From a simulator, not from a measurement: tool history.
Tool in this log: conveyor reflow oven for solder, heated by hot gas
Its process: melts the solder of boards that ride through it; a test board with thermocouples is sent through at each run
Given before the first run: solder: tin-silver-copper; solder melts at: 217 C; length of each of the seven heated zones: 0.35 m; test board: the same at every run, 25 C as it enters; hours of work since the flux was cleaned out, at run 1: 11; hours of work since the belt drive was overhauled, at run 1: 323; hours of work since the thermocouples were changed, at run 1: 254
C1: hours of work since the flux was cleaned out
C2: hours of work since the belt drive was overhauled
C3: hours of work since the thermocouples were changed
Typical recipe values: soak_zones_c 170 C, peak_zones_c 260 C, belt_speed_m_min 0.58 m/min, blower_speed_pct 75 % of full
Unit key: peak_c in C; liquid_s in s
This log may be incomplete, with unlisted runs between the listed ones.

run 1 hour=0 | soak_zones_c=170 peak_zones_c=260 belt_speed_m_min=0.58 blower_speed_pct=75 | C1=11 C2=323 C3=254 | peak_c=251.1 liquid_s=54.4
run 2 hour=5.4 | soak_zones_c=170 peak_zones_c=260 belt_speed_m_min=0.58 blower_speed_pct=75 | C1=14 C2=327 C3=258 | peak_c=250.8 liquid_s=54.5
run 3 hour=11.4 | soak_zones_c=170 peak_zones_c=256 belt_speed_m_min=0.58 blower_speed_pct=75 | C1=18 C2=331 C3=262 | peak_c=246.9 liquid_s=52.2
run 4 hour=18.8 | soak_zones_c=170 peak_zones_c=260 belt_speed_m_min=0.58 blower_speed_pct=75 | C1=23 C2=336 C3=267 | peak_c=250.7 liquid_s=54.5
run 5 hour=31.3 | soak_zones_c=170 peak_zones_c=260 belt_speed_m_min=0.58 blower_speed_pct=75 | C1=32 C2=344 C3=275 | peak_c=251 liquid_s=54.5
run 6 hour=38.5 | soak_zones_c=170 peak_zones_c=261 belt_speed_m_min=0.58 blower_speed_pct=75 | C1=37 C2=349 C3=280 | peak_c=251.7 liquid_s=55
run 7 hour=47.9 | soak_zones_c=170 peak_zones_c=261 belt_speed_m_min=0.58 blower_speed_pct=75 | C1=43 C2=355 C3=287 | peak_c=252.1 liquid_s=55
run 8 hour=57.9 | soak_zones_c=170 peak_zones_c=261 belt_speed_m_min=0.58 blower_speed_pct=75 | C1=50 C2=362 C3=293 | peak_c=252.1 liquid_s=55
run 9 hour=65.5 | soak_zones_c=170 peak_zones_c=261 belt_speed_m_min=0.58 blower_speed_pct=75 | C1=55 C2=367 C3=299 | peak_c=251.8 liquid_s=55
run 10 hour=76.1 | soak_zones_c=170 peak_zones_c=261 belt_speed_m_min=0.58 blower_speed_pct=75 | C1=62 C2=374 C3=306 | peak_c=252.2 liquid_s=55
run 11 hour=88.1 | soak_zones_c=170 peak_zones_c=261 belt_speed_m_min=0.58 blower_speed_pct=75 | C1=70 C2=382 C3=314 | peak_c=251.8 liquid_s=54.7
run 12 hour=99.6 | soak_zones_c=170 peak_zones_c=260 belt_speed_m_min=0.58 blower_speed_pct=68 | C1=78 C2=390 C3=321 | peak_c=250.1 liquid_s=53.8
run 13 hour=111.3 | soak_zones_c=170 peak_zones_c=260 belt_speed_m_min=0.58 blower_speed_pct=75 | C1=86 C2=398 C3=329 | peak_c=250.9 liquid_s=54.6
run 14 hour=119.6 | soak_zones_c=170 peak_zones_c=260 belt_speed_m_min=0.58 blower_speed_pct=75 | C1=91 C2=404 C3=335 | peak_c=250.9 liquid_s=54.4
run 15 hour=130.3 | soak_zones_c=170 peak_zones_c=260 belt_speed_m_min=0.58 blower_speed_pct=75 | C1=98 C2=411 C3=342 | peak_c=250.7 liquid_s=54.5
run 16 hour=138.6 | soak_zones_c=170 peak_zones_c=260 belt_speed_m_min=0.58 blower_speed_pct=75 | C1=104 C2=416 C3=348 | peak_c=250.9 liquid_s=54.4
run 17 hour=146.8 | soak_zones_c=168 peak_zones_c=260 belt_speed_m_min=0.667 blower_speed_pct=75 | C1=109 C2=422 C3=353 | peak_c=246.9 liquid_s=43
run 18 hour=158 | soak_zones_c=168 peak_zones_c=260 belt_speed_m_min=0.667 blower_speed_pct=75 | C1=117 C2=429 C3=361 | peak_c=247.2 liquid_s=43.1
run 19 hour=170.3 | soak_zones_c=180 peak_zones_c=259 belt_speed_m_min=0.646 blower_speed_pct=64 | C1=125 C2=438 C3=369 | peak_c=247 liquid_s=48.4
run 20 hour=176.4 | soak_zones_c=179 peak_zones_c=260 belt_speed_m_min=0.58 blower_speed_pct=75 | C1=129 C2=442 C3=373 | peak_c=252 liquid_s=58
run 21 hour=188.6 | soak_zones_c=179 peak_zones_c=258 belt_speed_m_min=0.58 blower_speed_pct=77 | C1=138 C2=450 C3=381 | peak_c=250.1 liquid_s=57.2

Estimate the outcome of run 22 from the log above:
run 22 hour=201.1 | soak_zones_c=179 peak_zones_c=258 belt_speed_m_min=0.684 blower_speed_pct=77 | C1=146 C2=458 C3=390 | peak_c=? liquid_s=?

{"run 22": {"peak_c": 246.7, "liquid_s": 44.9}}
If the tool had no hidden condition, the same run with the same run-to-run variation would have returned peak_c 246.8 C, liquid_s 45 s.
